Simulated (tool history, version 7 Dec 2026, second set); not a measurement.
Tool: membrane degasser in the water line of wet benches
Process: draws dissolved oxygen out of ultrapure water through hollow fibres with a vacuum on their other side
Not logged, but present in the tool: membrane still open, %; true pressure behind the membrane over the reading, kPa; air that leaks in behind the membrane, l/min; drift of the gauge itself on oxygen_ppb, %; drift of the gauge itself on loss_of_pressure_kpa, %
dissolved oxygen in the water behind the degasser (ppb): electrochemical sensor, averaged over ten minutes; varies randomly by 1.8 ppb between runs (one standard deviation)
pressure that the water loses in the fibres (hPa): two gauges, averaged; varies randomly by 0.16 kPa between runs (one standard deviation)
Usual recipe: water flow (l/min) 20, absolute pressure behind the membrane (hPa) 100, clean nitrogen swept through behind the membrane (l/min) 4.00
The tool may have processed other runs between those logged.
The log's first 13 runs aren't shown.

run    hour  water flow (l/min)  absolute pressure behind the membrane (hPa)  clean nitrogen swept through behind the membrane (l/min)  hours since the membrane was changed  hours since the vacuum gauge was calibrated  hours since the vacuum lines were made tight  dissolved oxygen in the water behind the degasser (ppb)  pressure that the water loses in the fibres (hPa)
 14  3381.4                  20                                          100                                                      4.00                                  4971                                         4505                                          1716                                                    175.6                                              354.0
 15  3604.2                  20                                          132                                                      4.00                                  5194                                         4728                                          1939                                                    209.9                                              356.6
 16  3770.3                  20                                          132                                                      4.00                                  5360                                         4894                                          2105                                                    213.0                                              354.8
 17  4005.5                  31                                          238                                                      2.70                                  5596                                         5129                                          2340                                                    877.1                                              552.5
 18  4285.3                  15                                          100                                                      8.76                                  5875                                         5409                                          2620                                                     55.1                                              268.7
 19  4558.5                  15                                          100                                                      8.76                                  6149                                         5682                                          2893                                                     55.9                                              267.7
 20  4896.2                  15                                          100                                                      8.76                                  6486                                         6020                                          3231                                                     55.2                                              269.3
 21  5074.4                  18                                          181                                                      1.64                                  6664                                         6198                                          3409                                                    427.0                                              320.6
 22  5242.0                  18                                          181                                                      1.64                                  6832                                         6366                                          3577                                                    429.6                                              322.5
 23  5588.4                  18                                          181                                                      1.64                                  7178                                         6712                                          3923                                                    421.8                                              320.5
 24  5909.3                  18                                          181                                                      1.64                                  7499                                         7033                                          4244                                                    428.5                                              322.2
 25  6244.3                  18                                          181                                                      1.64                                  7834                                         7368                                          4579                                                    430.3                                              322.1
     6304.9  -- vacuum gauge calibrated
 26  6427.4                  19                                           68                                                      1.64                                  8017                                          123                                          4762                                                    173.7                                              339.5
 27  6664.9                  20                                           78                                                      3.62                                  8254                                          360                                          4999                                                    158.2                                              363.1
 28  6991.9                  13                                          240                                                      4.00                                  8581                                          687                                          5326                                                    174.5                                              234.4
 29  7223.8                  13                                          240                                                      4.00                                  8813                                          919                                          5558                                                    174.8                                              236.2
 30  7511.9                  13                                          240                                                      5.27                                  9101                                         1207                                          5846                                                    136.8                                              233.8
 31  7668.0                  13                                           60                                                      5.27                                  9258                                         1363                                          6002                                                     29.1                                              236.4
     7869.9  -- gauge calibrated
     7897.7  -- seals of the vacuum lines changed
 32  7963.9                  20                                          100                                                      4.71                                  9551                                         1657                                            66                                                    164.2                                              353.3

Below are 3 alternative next runs, each starting from the tool's condition after run 32. Predict each:
  A  8122.8                  13                                          225                                                     11.49                                  9710                                         1816                                           225                                                        ?                                                  ?
  B  8122.8                  13                                           72                                                      4.25                                  9710                                         1816                                           225                                                        ?                                                  ?
  C  8122.8                  20                                           85                                                      4.00                                  9710                                         1816                                           225                                                        ?                                                  ?

run  dissolved oxygen in the water behind the degasser (ppb)  pressure that the water loses in the fibres (hPa)
  A                                                     64.4                                              225.9
  B                                                     42.4                                              227.4
  C                                                    155.7                                              353.6
With the hidden condition removed and each run's random variation left untouched, the same runs would have given:
run  dissolved oxygen in the water behind the degasser (ppb)  pressure that the water loses in the fibres (hPa)
  A                                                     64.3                                              225.5
  B                                                     42.3                                              226.9
  C                                                    155.2                                              352.9
